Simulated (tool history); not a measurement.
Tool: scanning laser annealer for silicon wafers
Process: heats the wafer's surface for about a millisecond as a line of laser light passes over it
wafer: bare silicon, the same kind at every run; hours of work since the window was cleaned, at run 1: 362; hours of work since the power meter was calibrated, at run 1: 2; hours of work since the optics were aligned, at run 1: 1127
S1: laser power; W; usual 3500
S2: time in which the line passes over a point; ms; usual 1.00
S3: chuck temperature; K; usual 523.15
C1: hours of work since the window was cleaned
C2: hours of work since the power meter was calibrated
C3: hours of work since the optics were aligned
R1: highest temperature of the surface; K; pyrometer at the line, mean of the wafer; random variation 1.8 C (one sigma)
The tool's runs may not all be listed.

run	day	S1	S2	S3	C1	C2	C3	R1
1	0.000	3500	1.00	523.15	362	2	1127	1288.15
2	1.362	3500	1.00	523.15	386	26	1151	1286.15
3	2.583	3500	1.00	523.15	408	48	1172	1285.15
4	3.617	3500	1.00	523.15	426	66	1191	1285.15
# day 4.925: optics aligned, line set to its width
5	5.467	3500	1.00	523.15	455	95	10	1305.15
6	6.867	3500	1.21	523.15	480	120	34	1381.15
7	7.996	3500	1.00	523.15	500	140	54	1302.15
8	9.850	3500	1.00	523.15	533	173	87	1301.15
9	11.483	3500	1.00	523.15	562	202	116	1302.15
10	13.192	3500	0.88	523.15	592	232	147	1256.15
# day 14.896: window over the wafer cleaned
11	15.154	3500	0.72	523.15	5	266	180	1209.15
12	16.262	3500	0.72	523.15	24	285	200	1206.15
13	17.225	3500	1.00	523.15	41	302	217	1319.15
14	18.779	3500	1.00	523.15	69	330	244	1320.15
15	20.608	3500	1.00	523.15	101	362	277	1317.15
16	21.642	3500	1.00	560.15	120	381	295	1356.15
17	23.175	3500	1.00	560.15	147	408	322	1353.15
18	24.004	3500	1.13	523.15	161	422	337	1359.15
19	25.446	3803	1.13	523.15	187	448	362	1443.15
20	27.221	3803	1.13	523.15	218	479	394	1440.15
21	29.033	3363	1.24	523.15	251	512	426	1358.15
22	30.021	3610	1.10	497.15	268	529	443	1351.15
23	31.058	3500	1.08	527.15	286	547	462	1340.15
24	32.867	3500	1.08	527.15	318	579	494	1338.15
25	33.771	3098	0.95	507.15	335	596	510	1172.15
26	34.892	3800	1.00	495.15	354	615	530	1356.15
27	35.942	3500	0.87	546.15	373	634	548	1278.15
28	36.967	3430	1.04	523.15	391	652	566	1300.15
29	38.804	3500	0.90	518.15	424	685	599	1258.15
30	39.879	3598	0.73	510.15	443	704	618	1200.15
31	40.921	3598	0.73	510.15	461	722	637	1199.15
32	42.096	3279	1.07	499.15	482	743	657	1243.15
33	43.792	3500	0.79	547.15	512	773	687	1240.15
34	44.646	3255	1.00	550.15	527	788	703	1259.15
35	46.062	3599	1.01	523.15	552	813	728	1327.15
36	46.896	3500	1.20	524.15	567	828	742	1362.15
37	48.650	3666	0.81	528.15	598	859	774	1262.15
# day 50.088: window over the wafer cleaned
38	50.475	3500	1.08	553.15	7	890	804	1375.15

5 ways to go on from here, each from the tool as it stands after run 38. What would each give?
A	52.221	3099	1.00	523.15	38	921	835	?
B	52.221	3500	1.08	499.15	38	921	835	?
C	52.221	3265	1.00	523.15	38	921	835	?
D	52.221	3093	1.08	562.15	38	921	835	?
E	52.221	3116	1.00	494.15	38	921	835	?

run	R1
A	1211.15
B	1317.15
C	1251.15
D	1270.15
E	1184.15
Without the tool's hidden state the same runs would have given:
run	R1
A	1222.15
B	1330.15
C	1263.15
D	1281.15
E	1195.15
